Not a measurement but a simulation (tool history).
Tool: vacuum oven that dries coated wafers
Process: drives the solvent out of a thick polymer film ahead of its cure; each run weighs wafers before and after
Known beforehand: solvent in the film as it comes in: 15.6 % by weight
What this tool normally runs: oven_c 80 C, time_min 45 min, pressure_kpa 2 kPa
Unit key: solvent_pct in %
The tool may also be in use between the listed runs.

| run | hour | oven_c | time_min | pressure_kpa | solvent_pct |
|---|---|---|---|---|---|
| 1 | 0 | 80 | 45 | 2 | 3.74 |
| 2 | 124.1 | 80 | 45 | 2 | 3.93 |
| 3 | 199.6 | 80 | 45 | 2 | 4.16 |
|  | 244 | vacuum gauge cleaned of residue and calibrated |
| 4 | 271.7 | 80 | 45 | 2 | 3.47 |
| 5 | 357.8 | 80 | 45 | 2 | 3.59 |
| 6 | 479.8 | 80 | 45 | 2 | 3.61 |
| 7 | 567.1 | 80 | 45 | 2 | 3.69 |
| 8 | 624.9 | 80 | 45 | 2 | 3.68 |
| 9 | 685.5 | 93 | 45 | 2 | 1.88 |
| 10 | 775.8 | 93 | 45 | 2 | 1.84 |
| 11 | 841.4 | 80 | 24 | 2 | 5.84 |
|  | 871.5 | oven's thermocouples calibrated |
| 12 | 935.3 | 80 | 69 | 2 | 2.88 |
| 13 | 1030.3 | 80 | 69 | 2 | 3.08 |
| 14 | 1083.1 | 80 | 69 | 2 | 3.1 |
| 15 | 1151 | 83 | 24 | 1.03 | 2.88 |
| 16 | 1218.9 | 67 | 45 | 4.95 | 12.54 |
| 17 | 1289.7 | 68 | 45 | 6.85 | 15.28 |
| 18 | 1402 | 89 | 25 | 6.64 | 6.61 |
| 19 | 1485.3 | 89 | 25 | 6.64 | 6.74 |
|  | 1536.6 | vacuum gauge cleaned of residue and calibrated |
| 20 | 1612.5 | 81 | 56 | 2.18 | 3.02 |
| 21 | 1728.9 | 81 | 56 | 2.18 | 3.1 |
| 22 | 1850.5 | 85 | 26 | 2 | 3.18 |
| 23 | 1910.8 | 67 | 69 | 2 | 6.29 |
| 24 | 2007.5 | 80 | 56 | 2 | 3.31 |

Forecast each of these 3 alternatives for the next run:
| A | 2095.4 | 80 | 32 | 1.21 | ? |
| B | 2095.4 | 72 | 71 | 2 | ? |
| C | 2095.4 | 65 | 57 | 6.85 | ? |

| run | solvent_pct |
|---|---|
| A | 3.32 |
| B | 4.93 |
| C | 15.45 |
With the hidden condition removed and each run's random variation left untouched, the same runs would have given:
| run | solvent_pct |
|---|---|
| A | 2.68 |
| B | 4.13 |
| C | 15.45 |
